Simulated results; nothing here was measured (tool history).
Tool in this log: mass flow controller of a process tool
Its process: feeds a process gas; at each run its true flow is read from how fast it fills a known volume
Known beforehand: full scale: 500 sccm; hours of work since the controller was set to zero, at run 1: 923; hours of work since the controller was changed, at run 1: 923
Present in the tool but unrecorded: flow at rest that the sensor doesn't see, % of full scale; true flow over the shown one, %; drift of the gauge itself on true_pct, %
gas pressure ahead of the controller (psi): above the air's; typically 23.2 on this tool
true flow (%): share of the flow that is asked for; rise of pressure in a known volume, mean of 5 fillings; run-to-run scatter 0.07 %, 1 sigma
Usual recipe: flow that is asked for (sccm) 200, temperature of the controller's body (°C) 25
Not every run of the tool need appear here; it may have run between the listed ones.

run    hour  flow that is asked for (sccm)  gas pressure ahead of the controller (psi)  temperature of the controller's body (°C)  hours of work since the controller was set to zero  hours of work since the controller was changed  true flow (%)
  1       0                            200                                        23.2                                         25                                                 923                                             923          97.92
  2     118                            200                                        23.2                                         25                                                1007                                            1007          97.99
  3   225.2                            200                                        40.5                                         25                                                1084                                            1084          97.45
  4   394.7                            200                                        40.5                                         25                                                1205                                            1205          97.32
  5   492.5                            200                                        40.5                                         25                                                1276                                            1276          97.34
  6   620.6                            200                                        40.5                                         25                                                1367                                            1367          97.44
  7   736.9                            200                                        40.5                                         25                                                1451                                            1451          97.18
  8   863.4                            200                                        40.5                                         25                                                1541                                            1541           97.2
  9   980.1                            200                                        40.5                                         25                                                1625                                            1625          97.25
 10  1105.7                            200                                        23.2                                         25                                                1715                                            1715           97.4
 11  1228.9                            200                                        23.2                                         25                                                1803                                            1803          97.38
 12  1314.5                            200                                        23.2                                         25                                                1865                                            1865          97.53
 13    1470                            200                                        23.2                                         25                                                1976                                            1976          97.47
 14  1586.6                            200                                        23.2                                         25                                                2060                                            2060          97.36
 15    1688                            200                                        23.2                                         25                                                2132                                            2132          97.36
 16    1777                            200                                        23.2                                         25                                                2196                                            2196          97.26
 17  1939.2                            200                                        23.2                                         25                                                2312                                            2312          97.09
     1948.4  -- controller's zero set anew
 18  2046.9                            200                                        39.2                                         25                                                  71                                            2389          96.69
 19  2202.3                            200                                        24.2                                         25                                                 182                                            2501           96.9
 20  2281.4                            200                                        23.2                                         25                                                 239                                            2557          96.82
 21  2392.5                             93                                        23.2                                         25                                                 318                                            2637          95.48
 22  2520.1                             93                                        23.2                                         25                                                 410                                            2729          95.19
 23  2603.2                             93                                        23.2                                         25                                                 469                                            2788          95.27
     2612.9  -- controller's zero set anew, once more
 24  2759.9                            142                                        23.1                                         33                                                 105                                            2900          98.18
 25  2850.3                            142                                        23.1                                         33                                                 170                                            2965          98.07
 26    3007                            142                                        23.1                                         33                                                 282                                            3077          98.01
 27  3137.2                            142                                        23.1                                         33                                                 376                                            3170          97.84
 28  3212.5                            143                                        22.3                                         28                                                 430                                            3224          97.22
 29  3301.9                            143                                        22.3                                         28                                                 494                                            3289          97.28
 30  3415.6                            108                                        24.4                                         22                                                 575                                            3370          96.25
 31  3541.7                            206                                        29.2                                         27                                                 666                                            3460          97.16
 32  3669.2                            243                                        21.2                                         24                                                 757                                            3552          97.47
 33  3778.6                            191                                        23.2                                         29                                                 836                                            3630          97.48
 34  3929.6                            131                                        20.7                                         20                                                 944                                            3738          95.94
 35  4027.9                            184                                        27.6                                         27                                                1014                                            3809          97.07
 36  4133.3                            184                                        27.6                                         27                                                1090                                            3884          97.07
 37  4265.4                            200                                        35.7                                         27                                                1184                                            3979          96.72
 38    4360                             54                                        26.5                                         27                                                1252                                            4047          95.41
 39  4493.8                             74                                        23.2                                         37                                                1348                                            4143          97.06
 40  4572.5                             74                                        23.2                                         37                                                1405                                            4199          96.91
 41  4710.4                             74                                        23.2                                         37                                                1503                                            4298           96.8
 42  4782.2                            200                                        22.8                                         36                                                1555                                            4350          98.08
 43  4920.6                             64                                        23.2                                         31                                                1654                                            4449          95.67
 44  5070.3                            113                                          31                                         22                                                1761                                            4556          95.33
 45  5149.5                            113                                        29.7                                         24                                                1818                                            4613          95.52
 46  5283.4                            121                                        25.4                                         21                                                1914                                            4709          95.26

5 ways to go on from here, each from the tool as it stands after run 46. What would each give?
  A  5382.2                             74                                        32.3                                         32                                                1985                                            4780              ?
  B  5382.2                             68                                        20.9                                         26                                                1985                                            4780              ?
  C  5382.2                            139                                        25.4                                         21                                                1985                                            4780              ?
  D  5382.2                            193                                        32.1                                         20                                                1985                                            4780              ?
  E  5382.2                            421                                        23.5                                         26                                                1985                                            4780              ?

run  true flow (%)
  A          95.62
  B          94.94
  C          95.35
  D          95.68
  E          98.09
The same runs, with their run-to-run variation unchanged, on a tool lacking any hidden condition would have given:
run  true flow (%)
  A          98.22
  B          97.63
  C          97.42
  D          97.57
  E          99.75
